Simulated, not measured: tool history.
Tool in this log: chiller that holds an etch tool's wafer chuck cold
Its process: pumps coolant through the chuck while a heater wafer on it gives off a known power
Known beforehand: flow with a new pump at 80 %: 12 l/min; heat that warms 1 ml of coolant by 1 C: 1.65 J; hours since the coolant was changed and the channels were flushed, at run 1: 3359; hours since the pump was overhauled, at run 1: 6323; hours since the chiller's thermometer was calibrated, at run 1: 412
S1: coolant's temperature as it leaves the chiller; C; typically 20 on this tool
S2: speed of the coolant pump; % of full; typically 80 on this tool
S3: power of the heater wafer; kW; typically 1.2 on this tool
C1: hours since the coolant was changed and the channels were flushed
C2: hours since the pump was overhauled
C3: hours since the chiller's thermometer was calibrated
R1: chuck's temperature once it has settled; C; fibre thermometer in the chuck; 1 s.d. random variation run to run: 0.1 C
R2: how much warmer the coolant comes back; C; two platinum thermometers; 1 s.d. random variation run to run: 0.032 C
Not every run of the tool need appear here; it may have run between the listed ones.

run    hour  S1  S2     S3    C1    C2    C3    R1    R2
  1       0  20  80    1.2  3359  6323   412  30.6  4.34
  2   163.4  20  80    1.2  3522  6487   576  30.6  4.27
  3   312.8  20  80    1.2  3672  6636   725  30.6  4.29
  4   464.7  20  80    1.2  3824  6788   877  30.8  4.28
  5   634.6  20  80    1.2  3994  6958  1047  30.7  4.38
  6   790.1  20  80    1.2  4149  7113  1202  30.7  4.43
  7   906.7  20  80    1.2  4266  7230  1319  30.9  4.45
  8  1005.9  20  80    1.2  4365  7329  1418    31   4.4
  9  1133.7  23  80    1.2  4493  7457  1546  33.9  4.37
 10  1211.8  23  80    1.2  4571  7535  1624  34.2  4.47
 11  1356.3  16  80    1.2  4715  7679  1768  27.1  4.45
 12  1544.8  22  80    1.2  4904  7868  1957  33.2  4.49
 13  1660.3  20  73  1.261  5019  7984  2072  32.8  5.19
 14    1756  29  80  0.618  5115  8079  2168  34.5  2.36
 15  1945.2  24  61    1.2  5304  8268  2357  38.1  5.87
 16  2078.5  20  62  0.709  5438  8402  2491  28.1  3.41
 17  2180.6  20  78    1.2  5540  8504  2593  31.9   4.7
 18  2293.8  16  66    0.8  5653  8617  2706  24.9  3.67

Run 19, settings as shown, results not yet in. Your forecast:
 19  2394.6  16  66  0.8  5754  8718  2807   ?   ?

R1: 25 C
R2: 3.65 C
Were there no unlogged condition in the tool, this run, its random variation unchanged, would have produced R1 22.7 C, R2 2.89 C.
